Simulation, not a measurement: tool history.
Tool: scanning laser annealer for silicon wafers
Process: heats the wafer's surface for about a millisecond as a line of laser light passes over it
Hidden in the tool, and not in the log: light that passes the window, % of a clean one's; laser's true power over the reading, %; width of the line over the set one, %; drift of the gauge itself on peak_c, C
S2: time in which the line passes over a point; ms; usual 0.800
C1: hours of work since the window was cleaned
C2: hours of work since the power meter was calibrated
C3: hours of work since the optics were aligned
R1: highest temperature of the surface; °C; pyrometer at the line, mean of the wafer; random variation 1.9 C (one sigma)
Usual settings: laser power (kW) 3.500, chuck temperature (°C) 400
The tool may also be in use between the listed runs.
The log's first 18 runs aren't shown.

run 19 day=37.117 | laser_power_(kW)=3.500 S2=0.753 chuck_temperature_(°C)=400 | C1=701 C2=648 C3=740 | R1=1112
run 20 day=39.792 | laser_power_(kW)=3.500 S2=0.753 chuck_temperature_(°C)=400 | C1=735 C2=682 C3=775 | R1=1116
run 21 day=41.554 | laser_power_(kW)=3.500 S2=0.753 chuck_temperature_(°C)=400 | C1=758 C2=705 C3=798 | R1=1113
run 22 day=43.512 | laser_power_(kW)=3.500 S2=0.753 chuck_temperature_(°C)=435 | C1=783 C2=730 C3=823 | R1=1145
run 23 day=44.608 | laser_power_(kW)=3.614 S2=0.800 chuck_temperature_(°C)=400 | C1=798 C2=745 C3=837 | R1=1154
-- day=45.621 window over the wafer cleaned
run 24 day=46.825 | laser_power_(kW)=3.614 S2=0.800 chuck_temperature_(°C)=400 | C1=16 C2=772 C3=865 | R1=1174
run 25 day=48.312 | laser_power_(kW)=3.816 S2=0.599 chuck_temperature_(°C)=422 | C1=35 C2=791 C3=884 | R1=1141
run 26 day=49.658 | laser_power_(kW)=3.816 S2=0.645 chuck_temperature_(°C)=406 | C1=52 C2=809 C3=901 | R1=1151
run 27 day=50.962 | laser_power_(kW)=3.500 S2=0.707 chuck_temperature_(°C)=380 | C1=69 C2=826 C3=918 | R1=1090
run 28 day=52.088 | laser_power_(kW)=3.449 S2=0.592 chuck_temperature_(°C)=400 | C1=84 C2=840 C3=933 | R1=1043
run 29 day=54.429 | laser_power_(kW)=3.513 S2=0.608 chuck_temperature_(°C)=382 | C1=114 C2=870 C3=963 | R1=1048
run 30 day=56.442 | laser_power_(kW)=3.184 S2=0.798 chuck_temperature_(°C)=382 | C1=140 C2=896 C3=989 | R1=1059
run 31 day=58.592 | laser_power_(kW)=3.116 S2=0.691 chuck_temperature_(°C)=369 | C1=168 C2=924 C3=1017 | R1=990
run 32 day=61.192 | laser_power_(kW)=3.779 S2=0.800 chuck_temperature_(°C)=400 | C1=201 C2=958 C3=1051 | R1=1202
run 33 day=62.725 | laser_power_(kW)=3.779 S2=0.800 chuck_temperature_(°C)=400 | C1=221 C2=978 C3=1070 | R1=1206
run 34 day=63.946 | laser_power_(kW)=3.769 S2=0.800 chuck_temperature_(°C)=368 | C1=237 C2=993 C3=1086 | R1=1168
run 35 day=65.317 | laser_power_(kW)=3.149 S2=0.800 chuck_temperature_(°C)=394 | C1=255 C2=1011 C3=1104 | R1=1057
run 36 day=67.608 | laser_power_(kW)=3.149 S2=0.800 chuck_temperature_(°C)=394 | C1=284 C2=1041 C3=1133 | R1=1059

3 ways to go on from here, each from the tool as it stands after run 36. What would each give?
run A day=69.917 | laser_power_(kW)=3.591 S2=0.800 chuck_temperature_(°C)=373 | C1=314 C2=1070 C3=1163 | R1=?
run B day=69.917 | laser_power_(kW)=3.342 S2=0.734 chuck_temperature_(°C)=370 | C1=314 C2=1070 C3=1163 | R1=?
run C day=69.917 | laser_power_(kW)=3.149 S2=0.800 chuck_temperature_(°C)=396 | C1=314 C2=1070 C3=1163 | R1=?

run=A R1=1130
run=B R1=1049
run=C R1=1059
Without the tool's hidden state the same runs would have given:
run=A R1=1158
run=B R1=1074
run=C R1=1084
